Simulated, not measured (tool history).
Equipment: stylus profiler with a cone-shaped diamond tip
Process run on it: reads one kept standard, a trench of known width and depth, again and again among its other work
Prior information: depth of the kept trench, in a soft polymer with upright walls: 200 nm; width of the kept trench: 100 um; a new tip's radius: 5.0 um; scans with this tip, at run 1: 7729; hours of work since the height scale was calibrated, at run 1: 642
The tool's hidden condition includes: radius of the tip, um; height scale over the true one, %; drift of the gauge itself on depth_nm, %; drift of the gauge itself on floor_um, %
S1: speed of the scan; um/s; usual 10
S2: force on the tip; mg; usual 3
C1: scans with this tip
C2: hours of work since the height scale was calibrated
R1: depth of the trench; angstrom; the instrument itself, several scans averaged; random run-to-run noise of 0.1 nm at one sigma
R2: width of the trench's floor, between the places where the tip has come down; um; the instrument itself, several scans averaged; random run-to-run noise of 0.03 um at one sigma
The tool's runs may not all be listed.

| run | day | S1 | S2 | C1 | C2 | R1 | R2 |
|---|---|---|---|---|---|---|---|
| 1 | 0 | 10 | 3 | 7729 | 642 | 2034 | 97.14 |
| 2 | 1.004 | 10 | 3 | 7851 | 652 | 2034.3 | 97.12 |
| 3 | 2.254 | 10 | 3 | 8003 | 664 | 2033.9 | 97.17 |
| 4 | 2.988 | 5 | 3 | 8092 | 672 | 2032.2 | 97.24 |
| 5 | 3.946 | 10 | 3 | 8209 | 681 | 2032.7 | 97.15 |
| 6 | 4.733 | 10 | 3 | 8304 | 689 | 2033.6 | 97.17 |
| 7 | 5.654 | 10 | 3 | 8416 | 699 | 2032.4 | 97.23 |
| 8 | 6.633 | 10 | 1.39 | 8535 | 708 | 2020.1 | 97.16 |
| 9 | 7.242 | 10 | 2.91 | 8609 | 715 | 2031.5 | 97.16 |
| 10 | 8.175 | 10 | 3 | 8722 | 724 | 2033.8 | 97.22 |
| 11 | 8.779 | 10 | 7.49 | 8796 | 730 | 2060.9 | 97.13 |
| 12 | 9.929 | 3 | 3 | 8936 | 742 | 2033.7 | 97.23 |

Run 13 is up next; what results do you expect?
| 13 | 10.762 | 8 | 1.25 | 9037 | 750 | ? | ? |

R1: 2018.4 angstrom
R2: 97.17 um
On a tool with no hidden condition, and with the same random variation, this run would have come out at R1 2018.5 angstrom, R2 97.18 um.

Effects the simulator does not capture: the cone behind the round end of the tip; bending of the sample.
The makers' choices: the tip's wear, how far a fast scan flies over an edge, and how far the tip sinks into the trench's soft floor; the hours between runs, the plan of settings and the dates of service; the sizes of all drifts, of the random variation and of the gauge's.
